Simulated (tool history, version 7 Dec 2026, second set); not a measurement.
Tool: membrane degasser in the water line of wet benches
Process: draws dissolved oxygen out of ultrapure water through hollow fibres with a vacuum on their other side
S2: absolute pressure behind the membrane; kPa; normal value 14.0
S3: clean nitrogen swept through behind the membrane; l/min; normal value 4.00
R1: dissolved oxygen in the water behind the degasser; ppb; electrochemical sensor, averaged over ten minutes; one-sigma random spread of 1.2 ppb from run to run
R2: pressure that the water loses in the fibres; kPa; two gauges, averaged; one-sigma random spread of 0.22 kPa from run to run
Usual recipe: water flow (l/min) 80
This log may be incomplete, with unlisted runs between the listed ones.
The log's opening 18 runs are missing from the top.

Run 19, day 177.867: usual settings but S2 9.5 kPa, S3 2.91 l/min. Result: R1 376.2 ppb, R2 53.77 kPa.
Run 20, day 185.425: usual settings but water flow (l/min) 122, S3 1.86 l/min. Result: R1 1167.2 ppb, R2 83.28 kPa.
Run 21, day 198.788: usual settings but water flow (l/min) 122, S2 14.7 kPa, S3 3.51 l/min. Result: R1 805.7 ppb, R2 82.68 kPa.
Run 22, day 210.312: usual settings but water flow (l/min) 66, S2 30.7 kPa, S3 3.51 l/min. Result: R1 1041.9 ppb, R2 44.97 kPa.
Run 23, day 220.633: usual settings but water flow (l/min) 77, S2 24.2 kPa, S3 4.34 l/min. Result: R1 789.1 ppb, R2 52.20 kPa.
Run 24, day 232.258: usual settings but water flow (l/min) 77, S2 24.2 kPa, S3 4.34 l/min. Result: R1 789.8 ppb, R2 52.55 kPa.
At day 241.400: seals of the vacuum lines changed.
Run 25, day 242.075: usual settings but water flow (l/min) 68, S2 11.5 kPa, S3 3.52 l/min. Result: R1 362.3 ppb, R2 46.49 kPa.
Run 26, day 248.933: usual settings but water flow (l/min) 76, S2 10.4 kPa, S3 10.95 l/min. Result: R1 139.6 ppb, R2 52.36 kPa.
Run 27, day 262.846: usual settings but water flow (l/min) 63, S2 10.4 kPa, S3 7.63 l/min. Result: R1 154.4 ppb, R2 43.46 kPa.
Run 28, day 272.046: usual settings but water flow (l/min) 63, S2 10.4 kPa, S3 7.63 l/min. Result: R1 154.8 ppb, R2 43.17 kPa.
Run 29, day 280.738: usual settings but water flow (l/min) 90, S3 1.91 l/min. Result: R1 938.5 ppb, R2 61.53 kPa.
Run 30, day 287.983: usual settings but water flow (l/min) 98, S2 32.5 kPa, S3 1.76 l/min. Result: R1 2372.4 ppb, R2 67.27 kPa.
At day 295.592: membrane cartridge changed.
Run 31, day 297.621: usual settings but water flow (l/min) 98, S2 8.9 kPa, S3 1.61 l/min. Result: R1 637.2 ppb, R2 63.10 kPa.
Run 32, day 307.008: usual settings but water flow (l/min) 98, S2 8.9 kPa, S3 1.61 l/min. Result: R1 640.4 ppb, R2 63.13 kPa.

What if the next run were any one of these 3? Each begins from the tool's condition after run 32:
Run A, day 318.183: usual settings but S3 2.67 l/min. Result: R1 ?, R2 ?.
Run B, day 318.183: usual settings but water flow (l/min) 52, S2 10.8 kPa. Result: R1 ?, R2 ?.
Run C, day 318.183: usual settings but water flow (l/min) 98, S2 17.5 kPa, S3 1.61 l/min. Result: R1 ?, R2 ?.

run      R1     R2
  A   666.1  51.51
  B   237.0  33.72
  C  1419.6  63.26
What these runs would have given with no unlogged condition in the tool:
run      R1     R2
  A   652.1  51.31
  B   229.4  33.59
  C  1399.6  63.02

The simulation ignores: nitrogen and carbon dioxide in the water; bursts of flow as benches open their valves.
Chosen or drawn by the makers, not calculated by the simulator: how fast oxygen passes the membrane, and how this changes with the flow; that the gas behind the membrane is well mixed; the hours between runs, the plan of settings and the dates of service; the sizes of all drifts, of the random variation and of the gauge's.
